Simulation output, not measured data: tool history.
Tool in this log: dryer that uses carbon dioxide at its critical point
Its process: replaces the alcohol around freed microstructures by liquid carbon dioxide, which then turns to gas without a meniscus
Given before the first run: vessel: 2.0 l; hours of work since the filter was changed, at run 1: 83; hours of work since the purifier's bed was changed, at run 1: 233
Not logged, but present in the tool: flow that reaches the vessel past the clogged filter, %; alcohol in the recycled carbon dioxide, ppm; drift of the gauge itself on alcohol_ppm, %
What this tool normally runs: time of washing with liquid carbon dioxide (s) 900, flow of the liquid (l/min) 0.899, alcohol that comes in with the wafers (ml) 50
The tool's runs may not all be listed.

run	hour	time of washing with liquid carbon dioxide (s)	flow of the liquid (l/min)	alcohol that comes in with the wafers (ml)	hours of work since the filter was changed	hours of work since the purifier's bed was changed	alcohol left in the vessel before it's heated (ppm by volume)
1	0.0	900	0.899	50	83	233	203
2	18.9	900	0.899	50	97	248	227
3	41.8	900	0.899	50	115	265	232
4	65.9	900	0.899	20	134	284	125
5	81.5	900	0.899	20	146	296	131
6	110.1	900	0.899	20	169	319	141
7	128.6	900	0.899	20	183	333	142
8	143.0	900	0.899	20	194	344	152
9	172.2	900	0.899	20	217	367	169
10	191.9	900	0.899	20	232	382	161
11	218.3	900	0.899	20	253	403	184
12	233.4	900	0.899	20	264	415	181
13	249.3	900	0.899	50	277	427	347
14	271.7	900	0.899	68	294	444	463
15	292.7	900	1.474	50	311	461	105
16	323.5	1320	1.232	38	335	485	92
# hour 334.2: inlet filter changed
17	342.2	660	0.825	47	6	499	776
18	362.7	660	0.825	47	22	515	829
19	379.1	660	0.825	47	35	527	858
20	393.7	720	1.106	26	46	539	170
21	426.6	1380	0.881	26	72	564	111
22	454.0	1380	0.881	26	93	586	103
23	481.4	660	0.626	26	115	607	1195
24	504.1	900	0.899	68	132	625	376
25	535.8	900	0.899	68	157	649	391
26	553.2	900	1.041	68	171	663	245
27	586.5	660	1.463	50	196	689	199
28	619.4	660	0.880	36	222	714	776
29	637.7	660	0.880	36	236	729	812
30	656.6	660	1.371	26	251	743	199

Consider 5 possible next runs. They are alternatives, not a sequence: every one starts from the tool as it was left by run 30. What does each give?
A	678.8	660	0.634	38	268	761	?
B	678.8	840	0.944	50	268	761	?
C	678.8	1200	0.746	22	268	761	?
D	678.8	660	0.551	44	268	761	?
E	678.8	1140	0.899	101	268	761	?

run	alcohol left in the vessel before it's heated (ppm by volume)
A	2085
B	445
C	216
D	3222
E	308
With no hidden state in the tool, these same runs would have given:
run	alcohol left in the vessel before it's heated (ppm by volume)
A	1355
B	161
C	44
D	2254
E	79
